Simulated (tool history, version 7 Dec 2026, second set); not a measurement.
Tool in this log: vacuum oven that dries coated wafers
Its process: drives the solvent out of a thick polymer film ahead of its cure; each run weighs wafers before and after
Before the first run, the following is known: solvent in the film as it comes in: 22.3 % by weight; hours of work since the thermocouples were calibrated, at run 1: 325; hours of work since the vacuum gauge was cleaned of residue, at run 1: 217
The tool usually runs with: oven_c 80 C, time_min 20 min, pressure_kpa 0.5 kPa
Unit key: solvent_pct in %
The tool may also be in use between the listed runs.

| run | hour | oven_c | time_min | pressure_kpa | hours of work since the thermocouples were calibrated | hours of work since the vacuum gauge was cleaned of residue | solvent_pct |
|---|---|---|---|---|---|---|---|
| 1 | 0 | 80 | 20 | 0.5 | 325 | 217 | 1.763 |
| 2 | 19 | 88 | 20 | 0.5 | 336 | 228 | 0.669 |
| 3 | 31.2 | 88 | 20 | 0.5 | 342 | 235 | 0.653 |
| 4 | 41.4 | 88 | 20 | 0.5 | 348 | 240 | 0.684 |
| 5 | 60.5 | 88 | 20 | 0.5 | 359 | 251 | 0.672 |
| 6 | 79 | 88 | 20 | 0.5 | 369 | 261 | 0.669 |
| 7 | 87.5 | 80 | 30 | 0.5 | 374 | 266 | 0.79 |
| 8 | 99.8 | 80 | 30 | 0.5 | 381 | 273 | 0.788 |
| 9 | 115.7 | 80 | 30 | 0.5 | 390 | 282 | 0.796 |
| 10 | 133.9 | 74 | 30 | 0.5 | 400 | 292 | 1.603 |
| 11 | 149.4 | 80 | 20 | 0.5 | 409 | 301 | 1.747 |
| 12 | 163.7 | 80 | 20 | 0.5 | 417 | 309 | 1.751 |
| 13 | 184 | 80 | 20 | 0.5 | 428 | 320 | 1.744 |
| 14 | 200.9 | 80 | 20 | 0.5 | 438 | 330 | 1.725 |
| 15 | 220.7 | 80 | 23 | 0.5 | 449 | 341 | 1.33 |
| 16 | 230 | 72 | 20 | 0.5 | 454 | 346 | 3.853 |
| 17 | 247.4 | 72 | 31 | 0.519 | 464 | 356 | 1.907 |
| 18 | 262.4 | 72 | 31 | 0.519 | 472 | 364 | 1.933 |
| 19 | 272.7 | 72 | 31 | 0.519 | 478 | 370 | 1.923 |
| 20 | 283.2 | 93 | 20 | 0.684 | 484 | 376 | 0.474 |
| 21 | 296.1 | 66 | 20 | 0.391 | 491 | 383 | 5.914 |
| 22 | 317 | 77 | 17 | 0.5 | 503 | 395 | 3.15 |
| 23 | 333.9 | 86 | 34 | 0.5 | 512 | 404 | 0.405 |
| 24 | 348.9 | 80 | 24 | 0.5 | 520 | 413 | 1.217 |
| 25 | 361.9 | 80 | 12 | 0.842 | 528 | 420 | 4.33 |
| 26 | 382.2 | 74 | 12 | 0.842 | 539 | 431 | 6.457 |
| 27 | 402.2 | 84 | 13 | 0.46 | 550 | 443 | 2.515 |
| 28 | 422.3 | 72 | 13 | 0.369 | 562 | 454 | 6.343 |
| 29 | 439.2 | 92 | 27 | 0.5 | 571 | 463 | 0.316 |

Alternative continuations, all from the tool just after run 29; predict every row:
| A | 450.2 | 88 | 27 | 0.599 | 577 | 470 | ? |
| B | 450.2 | 86 | 24 | 0.5 | 577 | 470 | ? |
| C | 450.2 | 92 | 34 | 0.5 | 577 | 470 | ? |
| D | 450.2 | 69 | 11 | 0.5 | 577 | 470 | ? |
| E | 450.2 | 79 | 31 | 1.855 | 577 | 470 | ? |

| run | solvent_pct |
|---|---|
| A | 0.489 |
| B | 0.601 |
| C | 0.319 |
| D | 8.67 |
| E | 1.905 |
With the hidden condition removed and each run's random variation left untouched, the same runs would have given:
| run | solvent_pct |
|---|---|
| A | 0.449 |
| B | 0.582 |
| C | 0.266 |
| D | 8.893 |
| E | 1.921 |
